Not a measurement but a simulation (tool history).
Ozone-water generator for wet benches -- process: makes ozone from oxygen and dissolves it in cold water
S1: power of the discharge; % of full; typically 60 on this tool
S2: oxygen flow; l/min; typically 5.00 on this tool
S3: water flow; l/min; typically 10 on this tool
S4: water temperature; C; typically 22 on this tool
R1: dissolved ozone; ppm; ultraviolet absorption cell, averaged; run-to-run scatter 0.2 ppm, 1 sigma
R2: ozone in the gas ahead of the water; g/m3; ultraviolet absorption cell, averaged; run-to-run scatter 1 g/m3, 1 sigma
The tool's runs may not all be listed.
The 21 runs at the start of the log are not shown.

run 22 hour=864.4 | S1=65 S2=2.78 S3=14 S4=16 | R1=23.7 R2=235.2
run 23 hour=910.3 | S1=65 S2=2.78 S3=14 S4=16 | R1=23.8 R2=237.6
run 24 hour=936.9 | S1=65 S2=2.78 S3=14 S4=16 | R1=23.7 R2=233.8
run 25 hour=991.4 | S1=65 S2=2.78 S3=14 S4=16 | R1=23.6 R2=235.5
run 26 hour=1030.8 | S1=68 S2=3.38 S3=14 S4=16 | R1=26.2 R2=230.7
run 27 hour=1058.5 | S1=68 S2=3.38 S3=14 S4=16 | R1=26.1 R2=231.6
run 28 hour=1112.9 | S1=60 S2=3.71 S3=10 S4=18 | R1=29.1 R2=202.6
run 29 hour=1156.6 | S1=95 S2=3.71 S3=8 S4=29 | R1=39.6 R2=299.6

The next listed run, before its measurement:
run 30 hour=1189.1 | S1=60 S2=6.43 S3=10 S4=22 | R1=? R2=?

Run 30 produced R1 28.2 ppm, R2 171.1 g/m3.
Without the tool's hidden state the same run would have given R1 28.2 ppm, R2 167.9 g/m3.
